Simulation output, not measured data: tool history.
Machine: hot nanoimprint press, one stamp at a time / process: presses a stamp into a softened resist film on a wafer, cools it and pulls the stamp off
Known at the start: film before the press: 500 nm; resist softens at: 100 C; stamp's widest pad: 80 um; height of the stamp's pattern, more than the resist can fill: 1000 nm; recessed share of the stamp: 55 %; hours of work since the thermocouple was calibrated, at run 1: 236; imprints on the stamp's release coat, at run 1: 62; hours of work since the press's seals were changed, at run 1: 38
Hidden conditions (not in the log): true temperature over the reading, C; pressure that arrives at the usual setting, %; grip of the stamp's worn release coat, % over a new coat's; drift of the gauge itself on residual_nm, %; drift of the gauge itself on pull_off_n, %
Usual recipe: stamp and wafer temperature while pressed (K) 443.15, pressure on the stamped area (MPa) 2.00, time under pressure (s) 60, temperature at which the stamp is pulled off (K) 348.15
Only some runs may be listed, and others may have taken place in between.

run,hour,stamp and wafer temperature while pressed (K),pressure on the stamped area (MPa),time under pressure (s),temperature at which the stamp is pulled off (K),hours of work since the thermocouple was calibrated,imprints on the stamp's release coat,hours of work since the press's seals were changed,resist left under the stamp's widest pad (nm),greatest force while the stamp is pulled off (N)
1,0.0,443.15,2.00,60,348.15,236,62,38,266.5,183
2,32.7,443.15,2.00,57,348.15,251,180,53,273.0,188
# hour 40.8: plate thermocouple calibrated
3,75.4,443.15,2.00,57,348.15,16,324,71,276.0,196
# hour 120.7: plate thermocouple calibrated, once more
4,122.6,443.15,2.00,57,348.15,1,485,91,265.1,195
5,164.1,443.15,2.00,60,348.15,20,635,111,261.6,193
6,193.9,443.15,2.00,60,348.15,34,743,124,261.9,195
7,238.3,443.15,2.00,60,348.15,54,904,145,263.4,203
8,276.0,443.15,2.00,60,348.15,72,1041,162,264.3,202
9,321.0,443.15,2.00,60,348.15,93,1204,183,263.8,207
10,350.4,443.15,2.00,60,348.15,106,1311,197,265.8,213
11,374.3,454.15,2.00,60,348.15,117,1397,208,173.2,214
12,405.9,454.15,2.00,60,348.15,132,1512,222,173.6,210
# hour 424.3: stamp cleaned and given a new release coat
13,451.3,449.15,2.00,60,335.15,150,98,240,211.0,197
14,486.4,443.15,2.00,60,336.15,166,225,257,266.3,201
15,525.3,455.15,2.37,41,349.15,184,366,275,172.4,192
16,553.6,442.15,1.21,60,348.15,197,469,288,351.7,192

Forecast run 17:
17,588.6,455.15,1.91,47,344.15,213,596,304,?,?

{"run 17": {"resist left under the stamp's widest pad (nm)": 188.1, "greatest force while the stamp is pulled off (N)": 201}}
Take away the tool's hidden state, keep the run-to-run variation as it was, and the same run would have given resist left under the stamp's widest pad (nm) 184.5, greatest force while the stamp is pulled off (N) 190.
